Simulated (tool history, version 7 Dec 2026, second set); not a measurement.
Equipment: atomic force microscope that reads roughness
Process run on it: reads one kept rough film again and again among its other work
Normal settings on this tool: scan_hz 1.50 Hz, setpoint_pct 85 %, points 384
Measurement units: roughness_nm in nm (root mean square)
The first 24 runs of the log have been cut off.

run,hour,scan_hz,setpoint_pct,points,roughness_nm
# hour 435.4: new tip fitted
25,435.4,0.62,74,546,1.526
26,449.7,1.91,85,415,1.393
27,475.3,2.32,61,418,1.420
# hour 483.7: new tip fitted
28,493.5,2.73,61,304,1.466
29,504.8,2.73,69,304,1.410
30,516.8,2.73,69,721,1.388
# hour 533.8: new tip fitted
31,541.1,1.36,77,426,1.456
32,565.6,1.36,77,426,1.408
33,578.1,3.22,74,789,1.331
# hour 582.4: new tip fitted
34,603.4,3.22,74,566,1.372
35,629.4,1.50,75,384,1.378
# hour 631.3: new tip fitted
36,647.0,2.29,85,732,1.369
37,661.2,2.29,85,732,1.343
38,674.4,2.80,85,576,1.284
# hour 679.7: new tip fitted
39,692.0,2.80,85,576,1.358

What if the next run were any one of these 3? Each begins from the tool's condition after run 39:
A,717.1,0.80,89,617,?
B,717.1,2.33,85,363,?
C,717.1,2.80,60,576,?

run,roughness_nm
A,1.404
B,1.320
C,1.419
Without the tool's unlogged condition, the same runs would have read:
run,roughness_nm
A,1.496
B,1.406
C,1.511

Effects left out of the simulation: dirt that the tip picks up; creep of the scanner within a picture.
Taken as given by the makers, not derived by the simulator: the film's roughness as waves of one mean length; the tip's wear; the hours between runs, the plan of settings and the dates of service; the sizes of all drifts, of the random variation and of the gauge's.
